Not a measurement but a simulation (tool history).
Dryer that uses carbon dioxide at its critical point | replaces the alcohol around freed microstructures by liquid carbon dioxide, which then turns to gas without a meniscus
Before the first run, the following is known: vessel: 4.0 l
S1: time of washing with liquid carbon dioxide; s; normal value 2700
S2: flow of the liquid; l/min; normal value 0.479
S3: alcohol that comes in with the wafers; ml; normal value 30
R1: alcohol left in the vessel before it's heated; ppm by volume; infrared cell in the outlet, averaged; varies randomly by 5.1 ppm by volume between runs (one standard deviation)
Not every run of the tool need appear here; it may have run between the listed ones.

run    hour    S1     S2  S3   R1
  1     0.0  2700  0.479  30  238
       12.3  -- purifier's bed changed
  2    50.3  2700  0.479  30   82
  3    81.8  2700  0.305  30  400
  4   141.4  2160  0.479  30  209
  5   192.4  2700  0.370  30  245
  6   224.2  2700  0.370  30  258
  7   259.5  2040  0.479  30  278
  8   301.8  2040  0.479  63  558
  9   348.9  1800  0.479  30  408
 10   380.1  1800  0.479  30  421
 11   408.6  1800  0.479  30  436
 12   448.5  2700  0.479  58  224
 13   483.7  2700  0.479  30  135
 14   532.4  3780  0.622  32   53
 15   590.9  2760  0.622  32   71
 16   644.6  3600  0.320  32  228
 17   674.4  3960  0.731  21   61
 18   711.9  3720  0.479  30   85
 19   756.9  2040  0.387  40  798
      795.0  -- inlet filter changed
 20   802.5  3900  0.479  80   91
 21   853.0  3480  0.317  99  504
 22   907.9  2940  0.479  30  125
 23   955.1  2940  0.479  30  126
 24  1001.1  2940  0.479  30  131
 25  1050.4  3900  0.389  55  150

Some steps in R1, run to run, broken into two amounts with sign: the step expected even without the hidden condition (settings, incoming material, random variation), and the rest, left for the hidden condition together with whatever gauge scatter is not in both the measured and the hidden-condition-free result:
What the log doesn't record here: flow that reaches the vessel past the clogged filter, %; alcohol in the recycled carbon dioxide, ppm; drift of the gauge itself on alcohol_ppm, %.
Run 18 -> 19: S1 3720 -> 2040, S2 0.479 -> 0.387, S3 30 -> 40. R1 +713 ppm by volume: hidden state +194, all else +519.
Run 19 -> 20: S1 2040 -> 3900, S2 0.387 -> 0.479, S3 40 -> 80, inlet filter changed. R1 -707 ppm by volume: hidden state -195, all else -512.
